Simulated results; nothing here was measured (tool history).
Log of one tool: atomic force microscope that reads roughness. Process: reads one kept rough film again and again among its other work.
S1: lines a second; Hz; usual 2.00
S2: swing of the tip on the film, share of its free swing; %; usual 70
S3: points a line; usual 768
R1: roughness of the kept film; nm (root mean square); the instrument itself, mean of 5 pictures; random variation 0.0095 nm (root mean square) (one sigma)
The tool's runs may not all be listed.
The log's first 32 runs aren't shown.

| run | hour | S1 | S2 | S3 | R1 |
|---|---|---|---|---|---|
| 33 | 807.6 | 2.00 | 64 | 768 | 1.580 |
| 34 | 824.6 | 2.00 | 64 | 768 | 1.502 |
| 35 | 842.6 | 2.00 | 64 | 768 | 1.421 |
| 36 | 875.9 | 0.73 | 64 | 829 | 1.375 |
| 37 | 902.2 | 0.89 | 70 | 1014 | 1.286 |
|  | 915.3 | new tip fitted |
| 38 | 928.0 | 0.54 | 70 | 768 | 2.197 |
| 39 | 951.9 | 0.54 | 70 | 768 | 2.036 |
| 40 | 977.8 | 2.00 | 70 | 703 | 1.752 |
| 41 | 1007.9 | 2.00 | 70 | 703 | 1.604 |
| 42 | 1041.7 | 1.64 | 81 | 768 | 1.430 |
| 43 | 1074.6 | 2.00 | 76 | 417 | 1.319 |
| 44 | 1097.5 | 2.00 | 70 | 488 | 1.280 |
|  | 1133.3 | new tip fitted |
| 45 | 1133.3 | 3.88 | 68 | 773 | 2.022 |
| 46 | 1155.1 | 1.19 | 70 | 679 | 2.026 |
| 47 | 1169.7 | 2.00 | 70 | 687 | 1.876 |
| 48 | 1189.6 | 0.61 | 70 | 687 | 1.875 |
| 49 | 1215.6 | 0.61 | 70 | 687 | 1.738 |
| 50 | 1241.7 | 2.00 | 82 | 509 | 1.420 |
| 51 | 1271.8 | 1.00 | 67 | 313 | 1.444 |
| 52 | 1297.4 | 1.00 | 67 | 313 | 1.360 |

4 ways to go on from here, each from the tool as it stands after run 52. What would each give?
| A | 1315.8 | 1.00 | 57 | 313 | ? |
| B | 1315.8 | 0.92 | 80 | 325 | ? |
| C | 1315.8 | 1.99 | 56 | 516 | ? |
| D | 1315.8 | 1.89 | 70 | 768 | ? |

| run | R1 |
|---|---|
| A | 1.316 |
| B | 1.275 |
| C | 1.313 |
| D | 1.274 |
Without the tool's hidden state the same runs would have given:
| run | R1 |
|---|---|
| A | 2.250 |
| B | 2.173 |
| C | 2.244 |
| D | 2.172 |
